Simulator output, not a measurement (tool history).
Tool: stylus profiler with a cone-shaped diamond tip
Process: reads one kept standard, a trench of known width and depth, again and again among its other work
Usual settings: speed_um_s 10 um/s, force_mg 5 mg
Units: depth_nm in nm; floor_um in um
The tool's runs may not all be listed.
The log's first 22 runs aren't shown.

run    hour  speed_um_s  force_mg  scans with this tip  hours of work since the height scale was calibrated  depth_nm  floor_um
 23   859.4           7         5                 6355                                                  703    102.37     28.34
 24   907.8          10      6.28                 6671                                                  738    102.89     28.33
 25     949           4     10.33                 6940                                                  768    104.17     28.31
 26   984.3           5      2.17                 7170                                                  793    101.19     28.34
 27  1011.5           9      2.07                 7348                                                  813    101.03     28.27
 28  1037.4          29      7.19                 7516                                                  832    103.02     28.26
 29  1090.2          14      1.96                 7861                                                  870    101.07     28.27
 30  1114.9          14      1.96                 8022                                                  887    101.09     28.19

4 ways to go on from here, each from the tool as it stands after run 30. What would each give?
  A  1152.1           5      1.96                 8265                                                  914         ?         ?
  B  1152.1          10      4.79                 8265                                                  914         ?         ?
  C  1152.1          15      5.27                 8265                                                  914         ?         ?
  D  1152.1          10      8.13                 8265                                                  914         ?         ?

run  depth_nm  floor_um
  A    101.03      28.2
  B    102.21      28.2
  C    102.46     28.23
  D     103.4     28.23
Without the tool's hidden state the same runs would have given:
run  depth_nm  floor_um
  A    101.47     28.69
  B    102.66      28.7
  C     102.9     28.72
  D    103.86     28.73
